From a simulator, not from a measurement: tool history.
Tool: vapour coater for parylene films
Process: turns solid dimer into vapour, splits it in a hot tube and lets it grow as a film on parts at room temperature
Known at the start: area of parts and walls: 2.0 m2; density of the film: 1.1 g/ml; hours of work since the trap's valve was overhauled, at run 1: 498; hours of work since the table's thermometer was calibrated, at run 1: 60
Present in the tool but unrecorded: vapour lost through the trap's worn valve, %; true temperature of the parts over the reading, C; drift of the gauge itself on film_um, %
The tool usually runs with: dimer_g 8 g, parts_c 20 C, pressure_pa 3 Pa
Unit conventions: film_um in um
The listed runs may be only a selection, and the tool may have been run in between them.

run,hour,dimer_g,parts_c,pressure_pa,hours of work since the trap's valve was overhauled,hours of work since the table's thermometer was calibrated,film_um
1,0,8,20,3,498,60,2.52
2,55.1,8,20,8.08,543,105,2.06
3,87.2,8,20,6.28,569,131,2.14
4,119.5,8,20,6.28,595,157,2.12
5,178.2,8,20,6.28,643,205,2.1
# hour 204.5: trap's valve overhauled
6,253.8,8,20,10.95,40,263,2.14
7,322.6,8,20,3,96,319,2.82
8,376.7,8,20,3,140,363,2.79
# hour 382.1: table's thermometer calibrated
9,407.3,4,20,3,164,21,1.4
10,453,8,19,3,202,58,2.85
11,516.6,8,19,3,253,109,2.82
# hour 546: table's thermometer calibrated, once more
12,585.6,8,19,3,309,32,2.78
13,629.4,8,23,11.14,344,68,1.84
14,701.5,8,23,2.77,403,127,2.41
15,761.4,13,15,2.77,452,175,5.21
16,816.5,13,30,2.77,497,220,2.95
17,881.9,11,20,5.71,550,273,3.1
18,947.9,7,25,3,604,327,1.82

5 ways to go on from here, each from the tool as it stands after run 18. What would each give?
A,992.5,4,25,3,640,364,?
B,992.5,3,20,3,640,364,?
C,992.5,6,21,2.43,640,364,?
D,992.5,8,14,2.49,640,364,?
E,992.5,5,20,4.88,640,364,?

run,film_um
A,1.03
B,0.94
C,1.89
D,3.07
E,1.43
Take away the tool's hidden state, keep each run's random variation, and the runs would have read:
run,film_um
A,1.17
B,1.07
C,2.14
D,3.54
E,1.62
